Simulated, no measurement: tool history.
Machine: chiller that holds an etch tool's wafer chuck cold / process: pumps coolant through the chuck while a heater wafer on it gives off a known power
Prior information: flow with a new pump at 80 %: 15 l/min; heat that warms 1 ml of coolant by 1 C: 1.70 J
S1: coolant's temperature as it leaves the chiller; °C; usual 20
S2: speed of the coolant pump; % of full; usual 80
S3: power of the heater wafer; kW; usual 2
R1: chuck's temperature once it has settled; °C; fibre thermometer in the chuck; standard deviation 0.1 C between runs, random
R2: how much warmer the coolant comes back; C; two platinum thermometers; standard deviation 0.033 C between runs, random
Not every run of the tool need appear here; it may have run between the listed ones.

{"run": 1, "hour": 0.0, "S1": 20, "S2": 80, "S3": 2, "R1": 44.2, "R2": 4.86}
{"run": 2, "hour": 61.6, "S1": 20, "S2": 80, "S3": 2, "R1": 44.2, "R2": 4.86}
{"run": 3, "hour": 119.6, "S1": 20, "S2": 80, "S3": 2, "R1": 44.4, "R2": 4.94}
{"run": 4, "hour": 161.8, "S1": 20, "S2": 80, "S3": 2.568, "R1": 51.4, "R2": 6.26}
{"run": 5, "hour": 217.8, "S1": 20, "S2": 80, "S3": 2.568, "R1": 51.4, "R2": 6.28}
{"run": 6, "hour": 285.1, "S1": 20, "S2": 80, "S3": 2.568, "R1": 51.4, "R2": 6.21}
{"run": 7, "hour": 334.4, "S1": 20, "S2": 80, "S3": 2, "R1": 44.6, "R2": 4.92}
{"run": 8, "hour": 393.2, "S1": 20, "S2": 80, "S3": 2, "R1": 44.9, "R2": 4.91}
{"run": 9, "hour": 457.7, "S1": 20, "S2": 80, "S3": 2, "R1": 45, "R2": 4.89}
{"run": 10, "hour": 513.3, "S1": 20, "S2": 80, "S3": 2, "R1": 44.7, "R2": 4.95}
{"run": 11, "hour": 584.6, "S1": 20, "S2": 80, "S3": 2, "R1": 45, "R2": 4.89}
{"run": 12, "hour": 616.5, "S1": 20, "S2": 80, "S3": 2, "R1": 45.1, "R2": 4.89}
{"run": 13, "hour": 661.5, "S1": 20, "S2": 80, "S3": 2, "R1": 45.2, "R2": 4.9}
{"run": 14, "hour": 711.4, "S1": 20, "S2": 80, "S3": 2, "R1": 45.2, "R2": 4.86}
{"run": 15, "hour": 750.8, "S1": 18, "S2": 80, "S3": 2, "R1": 43.1, "R2": 4.89}
{"run": 16, "hour": 806.6, "S1": 16, "S2": 80, "S3": 1.232, "R1": 31.7, "R2": 2.99}
{"run": 17, "hour": 854.1, "S1": 16, "S2": 80, "S3": 1.232, "R1": 31.8, "R2": 3.02}
{"run": 18, "hour": 921.7, "S1": 24, "S2": 61, "S3": 1.232, "R1": 43.4, "R2": 4.1}
{"run": 19, "hour": 978.9, "S1": 22, "S2": 80, "S3": 1.35, "R1": 39.3, "R2": 3.37}
{"run": 20, "hour": 1026.4, "S1": 21, "S2": 94, "S3": 2.939, "R1": 53.7, "R2": 6.12}
{"run": 21, "hour": 1095.8, "S1": 15, "S2": 80, "S3": 2, "R1": 40.8, "R2": 4.98}
{"run": 22, "hour": 1128.8, "S1": 20, "S2": 79, "S3": 1.664, "R1": 41.7, "R2": 4.16}
{"run": 23, "hour": 1188.9, "S1": 21, "S2": 79, "S3": 2.333, "R1": 51, "R2": 5.85}
{"run": 24, "hour": 1258.7, "S1": 21, "S2": 79, "S3": 2.333, "R1": 51.3, "R2": 5.86}
{"run": 25, "hour": 1325.6, "S1": 20, "S2": 80, "S3": 1.911, "R1": 44.7, "R2": 4.73}
{"hour": 1373.4, "done": "chiller's thermometer calibrated"}
{"run": 26, "hour": 1388.6, "S1": 11, "S2": 80, "S3": 1.087, "R1": 24.8, "R2": 2.65}
{"run": 27, "hour": 1453.0, "S1": 20, "S2": 74, "S3": 2.065, "R1": 47.5, "R2": 5.57}
{"run": 28, "hour": 1498.0, "S1": 21, "S2": 62, "S3": 2.921, "R1": 66, "R2": 9.61}
{"run": 29, "hour": 1527.8, "S1": 20, "S2": 80, "S3": 2.362, "R1": 50, "R2": 5.89}
{"run": 30, "hour": 1569.6, "S1": 13, "S2": 70, "S3": 1.188, "R1": 29.6, "R2": 3.4}

Predict each of these 5 candidate next runs independently; none follows another, all start after run 30:
{"run": "A", "hour": 1617.6, "S1": 12, "S2": 70, "S3": 1.188, "R1": "?", "R2": "?"}
{"run": "B", "hour": 1617.6, "S1": 13, "S2": 93, "S3": 1.188, "R1": "?", "R2": "?"}
{"run": "C", "hour": 1617.6, "S1": 13, "S2": 70, "S3": 2.175, "R1": "?", "R2": "?"}
{"run": "D", "hour": 1617.6, "S1": 16, "S2": 80, "S3": 2, "R1": "?", "R2": "?"}
{"run": "E", "hour": 1617.6, "S1": 26, "S2": 75, "S3": 1.36, "R1": "?", "R2": "?"}

run=A R1=28.7 R2=3.4
run=B R1=26.6 R2=2.55
run=C R1=43.6 R2=6.25
run=D R1=41.5 R2=5.03
run=E R1=44 R2=3.62
The same runs, with their run-to-run variation unchanged, on a tool lacking any hidden condition would have given:
run=A R1=26.2 R2=3.21
run=B R1=24.5 R2=2.41
run=C R1=38.9 R2=5.9
run=D R1=37.6 R2=4.74
run=E R1=41.2 R2=3.42
